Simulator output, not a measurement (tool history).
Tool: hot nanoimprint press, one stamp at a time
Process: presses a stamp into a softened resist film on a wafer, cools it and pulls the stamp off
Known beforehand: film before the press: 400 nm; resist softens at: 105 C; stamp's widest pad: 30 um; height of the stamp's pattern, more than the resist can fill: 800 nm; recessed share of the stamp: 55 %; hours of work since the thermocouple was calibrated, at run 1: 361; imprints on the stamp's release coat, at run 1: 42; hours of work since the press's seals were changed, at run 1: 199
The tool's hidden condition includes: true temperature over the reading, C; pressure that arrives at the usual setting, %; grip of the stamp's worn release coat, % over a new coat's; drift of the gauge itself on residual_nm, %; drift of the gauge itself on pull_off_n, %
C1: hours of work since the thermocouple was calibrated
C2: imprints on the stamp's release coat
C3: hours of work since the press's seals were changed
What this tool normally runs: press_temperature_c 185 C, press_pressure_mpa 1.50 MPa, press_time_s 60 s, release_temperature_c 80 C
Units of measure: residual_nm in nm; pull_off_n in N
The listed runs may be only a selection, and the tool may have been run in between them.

Run 1, hour 0.0: usual settings; C1 361; C2 42; C3 199. Result: residual_nm 188.9 nm, pull_off_n 187 N.
Run 2, hour 15.9: usual settings; C1 374; C2 119; C3 212. Result: residual_nm 188.8 nm, pull_off_n 190 N.
Run 3, hour 30.7: usual settings; C1 385; C2 191; C3 224. Result: residual_nm 189.8 nm, pull_off_n 192 N.
Run 4, hour 41.6: usual settings; C1 394; C2 244; C3 233. Result: residual_nm 188.6 nm, pull_off_n 192 N.
Run 5, hour 57.8: usual settings; C1 407; C2 322; C3 246. Result: residual_nm 188.4 nm, pull_off_n 196 N.
Run 6, hour 77.0: usual settings; C1 423; C2 415; C3 261. Result: residual_nm 188.7 nm, pull_off_n 200 N.
Run 7, hour 98.0: usual settings; C1 439; C2 516; C3 278. Result: residual_nm 188.5 nm, pull_off_n 202 N.
Run 8, hour 111.0: usual settings; C1 450; C2 579; C3 288. Result: residual_nm 188.0 nm, pull_off_n 205 N.
Run 9, hour 123.9: usual settings but press_pressure_mpa 2.05 MPa; C1 460; C2 641; C3 298. Result: residual_nm 164.0 nm, pull_off_n 209 N.
Run 10, hour 132.6: usual settings; C1 467; C2 683; C3 305. Result: residual_nm 187.7 nm, pull_off_n 208 N.
Run 11, hour 149.0: usual settings; C1 480; C2 762; C3 318. Result: residual_nm 187.4 nm, pull_off_n 210 N.
At hour 167.0: stamp cleaned and given a new release coat.
Run 12, hour 176.1: usual settings; C1 497; C2 45; C3 335. Result: residual_nm 186.6 nm, pull_off_n 185 N.
Run 13, hour 192.9: usual settings but press_time_s 37 s; C1 510; C2 126; C3 349. Result: residual_nm 222.5 nm, pull_off_n 188 N.
Run 14, hour 205.9: usual settings but press_time_s 37 s; C1 521; C2 189; C3 359. Result: residual_nm 222.4 nm, pull_off_n 191 N.
Run 15, hour 221.4: usual settings but press_time_s 37 s; C1 533; C2 264; C3 372. Result: residual_nm 222.3 nm, pull_off_n 195 N.
Run 16, hour 231.3: usual settings but press_temperature_c 176 C, press_pressure_mpa 1.75 MPa, press_time_s 111 s; C1 541; C2 311; C3 380. Result: residual_nm 190.4 nm, pull_off_n 197 N.
Run 17, hour 244.4: usual settings but press_pressure_mpa 2.06 MPa, press_time_s 70 s, release_temperature_c 77 C; C1 552; C2 375; C3 390. Result: residual_nm 152.8 nm, pull_off_n 205 N.
Run 18, hour 254.0: usual settings but press_pressure_mpa 2.06 MPa, press_time_s 70 s, release_temperature_c 77 C; C1 559; C2 421; C3 398. Result: residual_nm 153.2 nm, pull_off_n 203 N.
Run 19, hour 267.7: usual settings but press_pressure_mpa 2.09 MPa, press_time_s 35 s, release_temperature_c 67 C; C1 570; C2 487; C3 409. Result: residual_nm 199.7 nm, pull_off_n 231 N.
Run 20, hour 282.6: usual settings but press_time_s 83 s; C1 582; C2 559; C3 421. Result: residual_nm 164.1 nm, pull_off_n 203 N.
At hour 301.9: plate thermocouple calibrated.
Run 21, hour 303.1: usual settings but press_pressure_mpa 1.89 MPa, release_temperature_c 69 C; C1 1; C2 644; C3 435. Result: residual_nm 179.3 nm, pull_off_n 235 N.
Run 22, hour 315.1: usual settings but press_time_s 65 s, release_temperature_c 66 C; C1 11; C2 702; C3 444. Result: residual_nm 190.9 nm, pull_off_n 247 N.
Run 23, hour 323.9: usual settings but press_time_s 65 s, release_temperature_c 66 C; C1 18; C2 745; C3 451. Result: residual_nm 192.0 nm, pull_off_n 247 N.
At hour 344.8: stamp cleaned and given a new release coat.
Run 24, hour 345.5: usual settings but press_pressure_mpa 1.93 MPa, release_temperature_c 82 C; C1 30; C2 3; C3 464. Result: residual_nm 177.5 nm, pull_off_n 183 N.
Run 25, hour 355.3: usual settings but press_temperature_c 186 C, press_pressure_mpa 1.93 MPa, press_time_s 100 s; C1 38; C2 51; C3 472. Result: residual_nm 139.5 nm, pull_off_n 190 N.
Run 26, hour 372.8: usual settings but press_temperature_c 186 C, press_pressure_mpa 1.93 MPa, press_time_s 100 s; C1 52; C2 135; C3 486. Result: residual_nm 138.6 nm, pull_off_n 192 N.
Run 27, hour 388.2: usual settings but press_temperature_c 192 C, press_pressure_mpa 2.08 MPa, press_time_s 108 s, release_temperature_c 70 C; C1 64; C2 209; C3 498. Result: residual_nm 104.0 nm, pull_off_n 219 N.
Run 28, hour 408.9: usual settings but press_temperature_c 192 C, press_pressure_mpa 2.06 MPa, press_time_s 108 s, release_temperature_c 70 C; C1 81; C2 310; C3 514. Result: residual_nm 104.4 nm, pull_off_n 223 N.
Run 29, hour 422.8: usual settings but press_temperature_c 197 C, press_pressure_mpa 1.76 MPa, press_time_s 30 s; C1 92; C2 377; C3 525. Result: residual_nm 163.9 nm, pull_off_n 200 N.

Alternative continuations, all from the tool just after run 29; predict every row:
Run A, hour 431.9: usual settings but press_time_s 32 s, release_temperature_c 87 C; C1 99; C2 421; C3 533. Result: residual_nm ?, pull_off_n ?.
Run B, hour 431.9: usual settings but press_temperature_c 197 C, press_time_s 77 s, release_temperature_c 74 C; C1 99; C2 421; C3 533. Result: residual_nm ?, pull_off_n ?.
Run C, hour 431.9: usual settings but press_temperature_c 177 C, press_pressure_mpa 1.76 MPa, press_time_s 30 s, release_temperature_c 86 C; C1 99; C2 421; C3 533. Result: residual_nm ?, pull_off_n ?.
Run D, hour 431.9: usual settings but press_time_s 71 s, release_temperature_c 66 C; C1 99; C2 421; C3 533. Result: residual_nm ?, pull_off_n ?.

run  residual_nm  pull_off_n
  A        242.7         186
  B        118.9         214
  C        288.9         187
  D        184.7         230
Had the tool no hidden state, the same runs would have come out as:
run  residual_nm  pull_off_n
  A        242.7         174
  B        118.7         200
  C        288.8         174
  D        184.7         214
